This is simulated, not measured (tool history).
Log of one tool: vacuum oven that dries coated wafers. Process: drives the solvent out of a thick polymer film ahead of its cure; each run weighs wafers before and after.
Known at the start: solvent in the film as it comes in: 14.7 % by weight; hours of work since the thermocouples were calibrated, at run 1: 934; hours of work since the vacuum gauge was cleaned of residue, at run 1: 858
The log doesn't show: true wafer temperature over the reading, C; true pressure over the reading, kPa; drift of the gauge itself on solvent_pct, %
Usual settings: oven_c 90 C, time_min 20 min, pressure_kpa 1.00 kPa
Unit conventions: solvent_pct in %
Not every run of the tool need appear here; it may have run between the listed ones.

run     day  oven_c  time_min  pressure_kpa  hours of work since the thermocouples were calibrated  hours of work since the vacuum gauge was cleaned of residue  solvent_pct
  1   0.000      90        20          1.00                                                    934                                                          858         2.24
  2   1.588      90        20          1.00                                                    953                                                          878         2.22
  3   2.888      90        20          2.62                                                    969                                                          894         3.42
  4   4.371      90        20          2.62                                                    988                                                          912         3.39
  5   5.700      90        20          1.00                                                   1004                                                          928         2.28
  6   7.412      90        20          1.00                                                   1025                                                          949         2.34
  7   8.871      90        20          1.00                                                   1043                                                          967         2.25
  8  11.079      90        20          1.00                                                   1070                                                          994         2.31
  9  12.321      90        20          1.00                                                   1085                                                         1009         2.33
 10  13.842      90        20          1.00                                                   1103                                                         1028         2.31
 11  14.967      90        20          1.00                                                   1117                                                         1042         2.33
 12  15.950      90        20          1.00                                                   1129                                                         1054         2.46
 13  17.350      90        20          1.00                                                   1146                                                         1071         2.39
 14  19.238      90        20          1.00                                                   1170                                                         1094         2.40
 15  20.992      90        18          1.00                                                   1191                                                         1116         2.66
 16  23.217      77        20          1.70                                                   1218                                                         1143         5.70
 17  25.467      81        34          1.21                                                   1246                                                         1170         2.62
 18  26.542      87        23          1.71                                                   1259                                                         1184         3.04
 19  28.296      79        23          0.51                                                   1281                                                         1205         3.67
 20  29.629      79        23          0.51                                                   1297                                                         1221         3.61
 21  30.846      99        20          3.74                                                   1312                                                         1236         2.72
 22  32.942      96        32          3.74                                                   1337                                                         1262         2.65
 23  34.696      92        30          0.66                                                   1359                                                         1283         1.11
 24  35.954      92        17          2.50                                                   1374                                                         1299         3.68
 25  37.967      90        16          1.51                                                   1399                                                         1323         3.58

Forecast each of these 3 alternatives for the next run:
  A  39.775      97        12          2.90                                                   1421                                                         1346            ?
  B  39.775      94        20          2.07                                                   1421                                                         1346            ?
  C  39.775      79        10          0.85                                                   1421                                                         1346            ?

run  solvent_pct
  A         3.90
  B         2.55
  C         7.23
Without the tool's unlogged condition, the same runs would have read:
run  solvent_pct
  A         3.03
  B         1.84
  C         6.25
